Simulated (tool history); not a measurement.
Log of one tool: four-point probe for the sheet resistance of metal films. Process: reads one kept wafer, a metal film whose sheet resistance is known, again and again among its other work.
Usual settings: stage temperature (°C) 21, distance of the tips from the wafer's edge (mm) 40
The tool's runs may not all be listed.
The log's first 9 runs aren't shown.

| run | hour | stage temperature (°C) | distance of the tips from the wafer's edge (mm) | sheet resistance as the instrument gives it (ohm/square) |
|---|---|---|---|---|
| 10 | 297.6 | 21 | 6 | 6.026622 |
| 11 | 338.2 | 21 | 6 | 6.027223 |
| 12 | 364.4 | 21 | 6 | 6.026793 |
| 13 | 386.3 | 21 | 40 | 5.992243 |
|  | 390.0 | stage's thermometer calibrated |
| 14 | 406.4 | 35 | 40 | 5.981336 |
| 15 | 446.0 | 21 | 56 | 5.991243 |
| 16 | 492.3 | 21 | 56 | 5.991257 |
| 17 | 521.3 | 30 | 39 | 5.986257 |
| 18 | 556.9 | 34 | 19 | 5.984614 |
| 19 | 581.8 | 34 | 19 | 5.986050 |
| 20 | 616.8 | 35 | 5 | 6.031937 |
| 21 | 651.1 | 35 | 5 | 6.032353 |
| 22 | 683.9 | 22 | 5 | 6.042536 |
| 23 | 717.6 | 20 | 11 | 6.002391 |
| 24 | 752.4 | 26 | 32 | 5.990464 |
| 25 | 785.7 | 20 | 10 | 6.004409 |
| 26 | 831.3 | 20 | 10 | 6.005031 |
| 27 | 873.1 | 19 | 17 | 5.995532 |
| 28 | 905.4 | 19 | 17 | 5.996292 |
| 29 | 949.7 | 22 | 40 | 5.991597 |
| 30 | 992.4 | 29 | 59 | 5.986242 |
| 31 | 1024.6 | 33 | 8 | 6.001931 |

Forecast each of these 5 alternatives for the next run:
| A | 1057.5 | 19 | 5 | ? |
| B | 1057.5 | 21 | 14 | ? |
| C | 1057.5 | 30 | 8 | ? |
| D | 1057.5 | 30 | 10 | ? |
| E | 1057.5 | 27 | 8 | ? |

| run | sheet resistance as the instrument gives it (ohm/square) |
|---|---|
| A | 6.045712 |
| B | 5.996532 |
| C | 6.003534 |
| D | 5.999005 |
| E | 6.007523 |
Without the tool's hidden state the same runs would have given:
| run | sheet resistance as the instrument gives it (ohm/square) |
|---|---|
| A | 6.045920 |
| B | 5.996739 |
| C | 6.003741 |
| D | 5.999211 |
| E | 6.007730 |

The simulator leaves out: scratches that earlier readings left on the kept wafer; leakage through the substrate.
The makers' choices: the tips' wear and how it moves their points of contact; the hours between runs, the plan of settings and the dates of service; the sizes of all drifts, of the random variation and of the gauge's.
